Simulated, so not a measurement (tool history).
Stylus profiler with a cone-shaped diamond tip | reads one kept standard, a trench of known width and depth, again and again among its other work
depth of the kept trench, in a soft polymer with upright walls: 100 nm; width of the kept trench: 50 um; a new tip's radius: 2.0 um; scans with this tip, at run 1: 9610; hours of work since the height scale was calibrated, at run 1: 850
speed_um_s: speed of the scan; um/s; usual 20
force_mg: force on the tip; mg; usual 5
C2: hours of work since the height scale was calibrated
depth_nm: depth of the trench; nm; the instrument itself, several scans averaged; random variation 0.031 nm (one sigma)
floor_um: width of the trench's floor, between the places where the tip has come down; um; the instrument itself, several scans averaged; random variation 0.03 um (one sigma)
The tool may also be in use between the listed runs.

run 1 day=0 | speed_um_s=20 force_mg=5 | scans_with_this_tip=9610 C2=850 | depth_nm=102.27 floor_um=48.48
run 2 day=1.562 | speed_um_s=20 force_mg=5 | scans_with_this_tip=9857 C2=871 | depth_nm=102.15 floor_um=48.53
run 3 day=2.479 | speed_um_s=20 force_mg=2.77 | scans_with_this_tip=10002 C2=884 | depth_nm=101.47 floor_um=48.41
run 4 day=4.412 | speed_um_s=20 force_mg=2.77 | scans_with_this_tip=10308 C2=911 | depth_nm=101.47 floor_um=48.44
run 5 day=5.7 | speed_um_s=20 force_mg=5 | scans_with_this_tip=10511 C2=929 | depth_nm=102.09 floor_um=48.45
run 6 day=7.088 | speed_um_s=20 force_mg=5 | scans_with_this_tip=10731 C2=949 | depth_nm=102.14 floor_um=48.47
run 7 day=8.242 | speed_um_s=20 force_mg=5 | scans_with_this_tip=10913 C2=965 | depth_nm=102.18 floor_um=48.48
run 8 day=9.35 | speed_um_s=20 force_mg=5 | scans_with_this_tip=11088 C2=980 | depth_nm=102.2 floor_um=48.41
run 9 day=11.15 | speed_um_s=20 force_mg=5 | scans_with_this_tip=11373 C2=1005 | depth_nm=102.17 floor_um=48.44
run 10 day=13.433 | speed_um_s=20 force_mg=5 | scans_with_this_tip=11734 C2=1037 | depth_nm=102.21 floor_um=48.41
run 11 day=14.546 | speed_um_s=33 force_mg=10.71 | scans_with_this_tip=11909 C2=1053 | depth_nm=103.67 floor_um=48.38
run 12 day=16.458 | speed_um_s=29 force_mg=2.14 | scans_with_this_tip=12212 C2=1080 | depth_nm=101.15 floor_um=48.29
run 13 day=18.662 | speed_um_s=5 force_mg=11.27 | scans_with_this_tip=12560 C2=1110 | depth_nm=103.81 floor_um=48.45
run 14 day=19.617 | speed_um_s=29 force_mg=7.45 | scans_with_this_tip=12711 C2=1124 | depth_nm=102.88 floor_um=48.37
run 15 day=21.112 | speed_um_s=12 force_mg=3.86 | scans_with_this_tip=12947 C2=1144 | depth_nm=101.82 floor_um=48.48

Forecast each of these 4 alternatives for the next run:
run A day=22.412 | speed_um_s=28 force_mg=1.93 | scans_with_this_tip=13153 C2=1163 | depth_nm=? floor_um=?
run B day=22.412 | speed_um_s=42 force_mg=6.73 | scans_with_this_tip=13153 C2=1163 | depth_nm=? floor_um=?
run C day=22.412 | speed_um_s=51 force_mg=3.1 | scans_with_this_tip=13153 C2=1163 | depth_nm=? floor_um=?
run D day=22.412 | speed_um_s=32 force_mg=5 | scans_with_this_tip=13153 C2=1163 | depth_nm=? floor_um=?

run=A depth_nm=101.09 floor_um=48.31
run=B depth_nm=102.65 floor_um=48.36
run=C depth_nm=101.53 floor_um=48.23
run=D depth_nm=102.12 floor_um=48.28
Without the tool's hidden state the same runs would have given:
run=A depth_nm=101.26 floor_um=48.61
run=B depth_nm=102.82 floor_um=48.65
run=C depth_nm=101.7 floor_um=48.52
run=D depth_nm=102.29 floor_um=48.57

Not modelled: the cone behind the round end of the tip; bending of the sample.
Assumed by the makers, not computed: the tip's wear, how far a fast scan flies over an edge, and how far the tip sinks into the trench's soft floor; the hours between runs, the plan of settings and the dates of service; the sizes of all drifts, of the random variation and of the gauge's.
